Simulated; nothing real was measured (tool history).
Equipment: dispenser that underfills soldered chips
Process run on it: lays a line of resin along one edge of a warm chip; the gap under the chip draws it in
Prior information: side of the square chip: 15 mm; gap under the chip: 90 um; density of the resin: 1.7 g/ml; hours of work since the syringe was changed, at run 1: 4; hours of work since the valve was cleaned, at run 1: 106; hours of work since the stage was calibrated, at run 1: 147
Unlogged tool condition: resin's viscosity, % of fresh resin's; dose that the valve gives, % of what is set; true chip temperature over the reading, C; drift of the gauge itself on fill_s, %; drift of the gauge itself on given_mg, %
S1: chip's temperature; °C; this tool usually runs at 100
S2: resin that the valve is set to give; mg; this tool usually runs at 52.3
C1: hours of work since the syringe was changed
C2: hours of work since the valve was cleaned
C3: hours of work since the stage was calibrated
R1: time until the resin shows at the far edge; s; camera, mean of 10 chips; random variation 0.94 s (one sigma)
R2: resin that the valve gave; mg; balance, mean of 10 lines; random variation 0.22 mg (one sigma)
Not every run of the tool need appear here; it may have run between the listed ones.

| run | day | S1 | S2 | C1 | C2 | C3 | R1 | R2 |
|---|---|---|---|---|---|---|---|---|
| 1 | 0 | 100 | 52.3 | 4 | 106 | 147 | 121.5 | 50.28 |
|  | 0.238 | new syringe of resin |
| 2 | 0.667 | 100 | 52.3 | 7 | 117 | 158 | 149.3 | 49.68 |
|  | 0.742 | new syringe of resin |
|  | 1.012 | dispensing valve cleaned and set on the balance |
| 3 | 1.171 | 100 | 52.3 | 6 | 3 | 166 | 137.5 | 52.38 |
|  | 1.292 | new syringe of resin |
| 4 | 1.525 | 100 | 52.3 | 4 | 8 | 172 | 114.4 | 52.57 |
|  | 1.792 | new syringe of resin |
| 5 | 2.133 | 100 | 61.2 | 6 | 18 | 182 | 129.6 | 60.38 |
|  | 2.325 | new syringe of resin |
| 6 | 2.492 | 100 | 52.3 | 3 | 24 | 187 | 105.7 | 51.19 |
|  | 2.838 | new syringe of resin |
| 7 | 2.838 | 100 | 52.3 | 0 | 30 | 193 | 84.5 | 51.92 |
|  | 3.362 | new syringe of resin |
| 8 | 3.362 | 100 | 52.3 | 0 | 38 | 201 | 82.5 | 51.3 |
|  | 3.871 | new syringe of resin |
| 9 | 3.875 | 100 | 52.3 | 0 | 47 | 210 | 85.1 | 51.34 |
|  | 4.421 | new syringe of resin |
| 10 | 4.421 | 100 | 52.3 | 0 | 56 | 219 | 85.4 | 51.14 |
| 11 | 4.825 | 109 | 52.3 | 7 | 63 | 226 | 96.3 | 50.66 |
|  | 4.975 | new syringe of resin |
| 12 | 5.188 | 100 | 52.3 | 4 | 68 | 232 | 111.2 | 50.68 |
|  | 5.492 | new syringe of resin |
| 13 | 5.675 | 100 | 59.1 | 3 | 76 | 239 | 103.3 | 56.64 |
|  | 6.004 | new syringe of resin |
| 14 | 6.138 | 112 | 60.3 | 2 | 84 | 247 | 57.8 | 58.04 |
|  | 6.533 | new syringe of resin |
| 15 | 6.804 | 100 | 62.3 | 5 | 95 | 258 | 115.5 | 59.38 |
|  | 7.083 | new syringe of resin |
| 16 | 7.508 | 98 | 62.3 | 7 | 107 | 270 | 154.7 | 59.83 |
|  | 7.617 | new syringe of resin |
| 17 | 7.833 | 103 | 52.3 | 4 | 112 | 275 | 95.6 | 49.63 |
|  | 8.158 | new syringe of resin |
| 18 | 8.271 | 103 | 52.3 | 2 | 119 | 282 | 84.4 | 49.71 |
|  | 8.529 | dispensing valve cleaned and set on the balance |
|  | 8.704 | new syringe of resin |
| 19 | 8.775 | 110 | 46.2 | 1 | 4 | 290 | 59.6 | 46.16 |
|  | 9.208 | new syringe of resin |
| 20 | 9.471 | 103 | 52.3 | 4 | 15 | 301 | 98.9 | 52.08 |
|  | 9.742 | new syringe of resin |
| 21 | 9.908 | 110 | 52.9 | 3 | 23 | 308 | 64.8 | 52.66 |
|  | 10.3 | new syringe of resin |
| 22 | 10.404 | 93 | 46.9 | 2 | 31 | 316 | 129.8 | 46.2 |
|  | 10.808 | new syringe of resin |
| 23 | 11.146 | 93 | 46.9 | 6 | 43 | 328 | 172.5 | 46.61 |
|  | 11.358 | new syringe of resin |
|  | 11.867 | new syringe of resin |
| 24 | 11.867 | 93 | 46.9 | 0 | 55 | 340 | 115.3 | 45.77 |
|  | 12.375 | new syringe of resin |
| 25 | 12.375 | 93 | 46.9 | 0 | 63 | 349 | 112.9 | 45.59 |

Same runs, no hidden state in the tool, same run-to-run variation:
| run | R1 | R2 |
|---|---|---|
| 1 | 89.2 | 52.84 |
| 2 | 89.3 | 52.48 |
| 3 | 87.7 | 52.49 |
| 4 | 89.2 | 52.81 |
| 5 | 88.1 | 60.95 |
| 6 | 89 | 51.82 |
| 7 | 87.2 | 52.7 |
| 8 | 86.8 | 52.27 |
| 9 | 90.8 | 52.52 |
| 10 | 90.2 | 52.54 |
| 11 | 60 | 52.2 |
| 12 | 88 | 52.36 |
| 13 | 87.7 | 58.74 |
| 14 | 52.2 | 60.42 |
| 15 | 88.5 | 62.14 |
| 16 | 95.2 | 62.92 |
| 17 | 77.6 | 52.31 |
| 18 | 77.9 | 52.57 |
| 19 | 59.5 | 46.2 |
| 20 | 76.7 | 52.42 |
| 21 | 56.7 | 53.16 |
| 22 | 125.6 | 46.81 |
| 23 | 124 | 47.49 |
| 24 | 126.5 | 46.89 |
| 25 | 125.4 | 46.86 |
